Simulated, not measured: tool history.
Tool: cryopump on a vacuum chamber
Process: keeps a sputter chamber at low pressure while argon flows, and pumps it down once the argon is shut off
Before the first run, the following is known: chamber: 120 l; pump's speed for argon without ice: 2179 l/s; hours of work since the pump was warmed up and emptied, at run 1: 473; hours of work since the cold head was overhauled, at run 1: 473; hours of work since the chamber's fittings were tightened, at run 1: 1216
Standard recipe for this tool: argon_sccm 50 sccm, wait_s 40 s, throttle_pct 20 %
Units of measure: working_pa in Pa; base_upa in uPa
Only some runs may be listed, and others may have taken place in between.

| run | hour | argon_sccm | wait_s | throttle_pct | hours of work since the pump was warmed up and emptied | hours of work since the cold head was overhauled | hours of work since the chamber's fittings were tightened | working_pa | base_upa |
|---|---|---|---|---|---|---|---|---|---|
| 1 | 0 | 50 | 40 | 20 | 473 | 473 | 1216 | 0.2018 | 2.65 |
| 2 | 24.7 | 50 | 40 | 20 | 486 | 486 | 1229 | 0.2016 | 2.6 |
| 3 | 63.2 | 50 | 40 | 20 | 505 | 505 | 1248 | 0.2019 | 2.78 |
| 4 | 109.8 | 50 | 40 | 20 | 529 | 529 | 1272 | 0.2036 | 2.77 |
| 5 | 154.3 | 50 | 40 | 20 | 552 | 552 | 1295 | 0.2047 | 2.82 |
| 6 | 177.8 | 50 | 31 | 20 | 564 | 564 | 1306 | 0.2038 | 3.2 |
| 7 | 210.1 | 50 | 31 | 20 | 580 | 580 | 1323 | 0.2046 | 3.26 |
| 8 | 237.7 | 50 | 31 | 20 | 594 | 594 | 1337 | 0.2055 | 3.2 |
| 9 | 270.9 | 50 | 31 | 20 | 611 | 611 | 1354 | 0.2047 | 3.22 |
| 10 | 307.4 | 55 | 40 | 33 | 629 | 629 | 1372 | 0.144 | 2.91 |
| 11 | 345.1 | 40 | 150 | 15 | 648 | 648 | 1391 | 0.2146 | 2.1 |
| 12 | 371.8 | 40 | 150 | 15 | 662 | 662 | 1405 | 0.2161 | 2.17 |
| 13 | 396.3 | 22 | 40 | 19 | 674 | 674 | 1417 | 0.0955 | 2.98 |
| 14 | 437.2 | 22 | 40 | 19 | 695 | 695 | 1438 | 0.0954 | 3.13 |
| 15 | 461.2 | 22 | 40 | 17 | 707 | 707 | 1450 | 0.1061 | 3.11 |
| 16 | 483.7 | 22 | 40 | 17 | 719 | 719 | 1462 | 0.1072 | 3.15 |
| 17 | 508 | 50 | 40 | 28 | 731 | 731 | 1474 | 0.1541 | 3.13 |

Predict each of these 4 candidate next runs independently; none follows another, all start after run 17:
| A | 539.7 | 46 | 49 | 31 | 747 | 747 | 1490 | ? | ? |
| B | 539.7 | 74 | 284 | 16 | 747 | 747 | 1490 | ? | ? |
| C | 539.7 | 59 | 40 | 28 | 747 | 747 | 1490 | ? | ? |
| D | 539.7 | 50 | 233 | 37 | 747 | 747 | 1490 | ? | ? |

| run | working_pa | base_upa |
|---|---|---|
| A | 0.1284 | 2.89 |
| B | 0.3817 | 2.18 |
| C | 0.1823 | 3.1 |
| D | 0.12 | 2.16 |
Without the tool's hidden state the same runs would have given:
| run | working_pa | base_upa |
|---|---|---|
| A | 0.115 | 1.05 |
| B | 0.36 | 0.28 |
| C | 0.165 | 1.25 |
| D | 0.1053 | 0.33 |
